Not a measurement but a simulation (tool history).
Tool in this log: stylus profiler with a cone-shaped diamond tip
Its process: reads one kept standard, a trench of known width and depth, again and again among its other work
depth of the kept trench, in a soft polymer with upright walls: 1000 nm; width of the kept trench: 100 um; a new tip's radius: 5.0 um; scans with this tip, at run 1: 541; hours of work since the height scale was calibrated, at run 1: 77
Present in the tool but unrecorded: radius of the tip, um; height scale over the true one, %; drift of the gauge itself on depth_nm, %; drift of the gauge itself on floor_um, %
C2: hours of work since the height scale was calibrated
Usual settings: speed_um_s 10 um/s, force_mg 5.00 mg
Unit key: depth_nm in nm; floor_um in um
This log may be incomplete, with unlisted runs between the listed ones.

Run 1, hour 0.0: usual settings; scans with this tip 541; C2 77. Result: depth_nm 1019.32 nm, floor_um 93.91 um.
Run 2, hour 8.4: usual settings; scans with this tip 570; C2 82. Result: depth_nm 1019.36 nm, floor_um 93.92 um.
Run 3, hour 20.1: usual settings; scans with this tip 611; C2 87. Result: depth_nm 1019.34 nm, floor_um 93.89 um.
Run 4, hour 27.3: usual settings; scans with this tip 636; C2 91. Result: depth_nm 1019.40 nm, floor_um 93.86 um.
Run 5, hour 39.4: usual settings; scans with this tip 679; C2 97. Result: depth_nm 1019.50 nm, floor_um 93.89 um.
Run 6, hour 53.2: usual settings; scans with this tip 727; C2 104. Result: depth_nm 1019.32 nm, floor_um 93.81 um.
Run 7, hour 68.3: usual settings; scans with this tip 779; C2 111. Result: depth_nm 1019.59 nm, floor_um 93.81 um.
Run 8, hour 77.2: usual settings but speed_um_s 3 um/s; scans with this tip 810; C2 116. Result: depth_nm 1019.39 nm, floor_um 93.95 um.
Run 9, hour 85.0: usual settings but speed_um_s 3 um/s; scans with this tip 837; C2 120. Result: depth_nm 1019.50 nm, floor_um 93.90 um.
Run 10, hour 98.0: usual settings but speed_um_s 15 um/s; scans with this tip 883; C2 126. Result: depth_nm 1019.39 nm, floor_um 93.83 um.
Run 11, hour 108.8: usual settings but speed_um_s 15 um/s; scans with this tip 921; C2 132. Result: depth_nm 1019.33 nm, floor_um 93.79 um.
Run 12, hour 122.6: usual settings but speed_um_s 15 um/s; scans with this tip 969; C2 138. Result: depth_nm 1019.41 nm, floor_um 93.82 um.
Run 13, hour 131.9: usual settings but speed_um_s 15 um/s; scans with this tip 1001; C2 143. Result: depth_nm 1019.36 nm, floor_um 93.80 um.
Run 14, hour 143.8: usual settings but speed_um_s 15 um/s; scans with this tip 1043; C2 149. Result: depth_nm 1019.69 nm, floor_um 93.78 um.
Run 15, hour 155.8: usual settings but speed_um_s 15 um/s; scans with this tip 1084; C2 155. Result: depth_nm 1019.20 nm, floor_um 93.73 um.
Run 16, hour 162.9: usual settings but speed_um_s 15 um/s; scans with this tip 1109; C2 158. Result: depth_nm 1019.37 nm, floor_um 93.72 um.
Run 17, hour 175.1: usual settings but force_mg 2.79 mg; scans with this tip 1152; C2 165. Result: depth_nm 1012.96 nm, floor_um 93.78 um.
Run 18, hour 187.6: usual settings but force_mg 2.79 mg; scans with this tip 1195; C2 171. Result: depth_nm 1012.70 nm, floor_um 93.79 um.
Run 19, hour 202.9: usual settings but speed_um_s 5 um/s, force_mg 2.79 mg; scans with this tip 1248; C2 178. Result: depth_nm 1012.95 nm, floor_um 93.76 um.
Run 20, hour 218.1: usual settings but speed_um_s 5 um/s, force_mg 2.79 mg; scans with this tip 1302; C2 186. Result: depth_nm 1012.70 nm, floor_um 93.73 um.
Run 21, hour 234.7: usual settings but speed_um_s 5 um/s, force_mg 2.79 mg; scans with this tip 1359; C2 194. Result: depth_nm 1012.76 nm, floor_um 93.73 um.
Run 22, hour 246.8: usual settings but speed_um_s 5 um/s, force_mg 2.79 mg; scans with this tip 1402; C2 200. Result: depth_nm 1012.77 nm, floor_um 93.74 um.
Run 23, hour 256.0: usual settings but speed_um_s 3 um/s; scans with this tip 1434; C2 205. Result: depth_nm 1019.38 nm, floor_um 93.77 um.
Run 24, hour 269.0: usual settings but speed_um_s 3 um/s; scans with this tip 1479; C2 211. Result: depth_nm 1019.84 nm, floor_um 93.70 um.
Run 25, hour 285.8: usual settings but speed_um_s 8 um/s, force_mg 2.21 mg; scans with this tip 1537; C2 220. Result: depth_nm 1010.65 nm, floor_um 93.68 um.
Run 26, hour 293.8: usual settings but speed_um_s 8 um/s, force_mg 2.21 mg; scans with this tip 1565; C2 224. Result: depth_nm 1010.71 nm, floor_um 93.65 um.
Run 27, hour 301.9: usual settings but speed_um_s 2 um/s, force_mg 3.14 mg; scans with this tip 1593; C2 228. Result: depth_nm 1013.75 nm, floor_um 93.69 um.
Run 28, hour 316.7: usual settings but force_mg 8.26 mg; scans with this tip 1645; C2 235. Result: depth_nm 1027.12 nm, floor_um 93.70 um.
Run 29, hour 326.4: usual settings but force_mg 8.26 mg; scans with this tip 1679; C2 240. Result: depth_nm 1027.40 nm, floor_um 93.65 um.
Run 30, hour 343.6: usual settings but force_mg 2.46 mg; scans with this tip 1739; C2 248. Result: depth_nm 1011.85 nm, floor_um 93.66 um.
Run 31, hour 354.5: usual settings but speed_um_s 24 um/s, force_mg 5.15 mg; scans with this tip 1777; C2 254. Result: depth_nm 1019.56 nm, floor_um 93.56 um.
Run 32, hour 363.6: usual settings but force_mg 4.43 mg; scans with this tip 1809; C2 258. Result: depth_nm 1017.54 nm, floor_um 93.69 um.
Run 33, hour 372.2: usual settings but speed_um_s 13 um/s, force_mg 3.80 mg; scans with this tip 1839; C2 263. Result: depth_nm 1015.87 nm, floor_um 93.63 um.
Run 34, hour 384.1: usual settings but speed_um_s 13 um/s, force_mg 3.80 mg; scans with this tip 1880; C2 269. Result: depth_nm 1015.96 nm, floor_um 93.59 um.
Run 35, hour 392.3: usual settings but speed_um_s 5 um/s, force_mg 1.91 mg; scans with this tip 1909; C2 273. Result: depth_nm 1009.50 nm, floor_um 93.63 um.
Run 36, hour 400.5: usual settings but speed_um_s 5 um/s, force_mg 2.09 mg; scans with this tip 1937; C2 277. Result: depth_nm 1010.29 nm, floor_um 93.63 um.
Run 37, hour 410.3: usual settings but speed_um_s 13 um/s, force_mg 9.61 mg; scans with this tip 1971; C2 282. Result: depth_nm 1030.38 nm, floor_um 93.61 um.
Run 38, hour 426.7: usual settings but speed_um_s 40 um/s, force_mg 5.51 mg; scans with this tip 2029; C2 290. Result: depth_nm 1020.50 nm, floor_um 93.50 um.
Run 39, hour 441.6: usual settings but speed_um_s 30 um/s, force_mg 3.33 mg; scans with this tip 2080; C2 297. Result: depth_nm 1014.50 nm, floor_um 93.53 um.
Run 40, hour 456.9: usual settings but speed_um_s 23 um/s, force_mg 11.75 mg; scans with this tip 2134; C2 305. Result: depth_nm 1034.80 nm, floor_um 93.54 um.
Run 41, hour 465.0: usual settings but speed_um_s 23 um/s, force_mg 11.75 mg; scans with this tip 2162; C2 309. Result: depth_nm 1034.61 nm, floor_um 93.53 um.
Run 42, hour 475.1: usual settings but speed_um_s 23 um/s, force_mg 11.75 mg; scans with this tip 2197; C2 314. Result: depth_nm 1034.64 nm, floor_um 93.55 um.
Run 43, hour 489.5: usual settings but speed_um_s 18 um/s, force_mg 3.15 mg; scans with this tip 2247; C2 321. Result: depth_nm 1013.48 nm, floor_um 93.50 um.

Forecast each of these 3 alternatives for the next run:
Run A, hour 502.2: usual settings but speed_um_s 26 um/s, force_mg 4.46 mg; scans with this tip 2292; C2 327. Result: depth_nm ?, floor_um ?.
Run B, hour 502.2: usual settings but force_mg 12.95 mg; scans with this tip 2292; C2 327. Result: depth_nm ?, floor_um ?.
Run C, hour 502.2: usual settings but speed_um_s 5 um/s, force_mg 13.47 mg; scans with this tip 2292; C2 327. Result: depth_nm ?, floor_um ?.

run  depth_nm  floor_um
  A   1017.62     93.48
  B   1036.99     93.54
  C   1038.32     93.59
Take away the tool's hidden state, keep each run's random variation, and the runs would have read:
run  depth_nm  floor_um
  A   1018.79     93.88
  B   1038.18     93.94
  C   1039.51     93.99
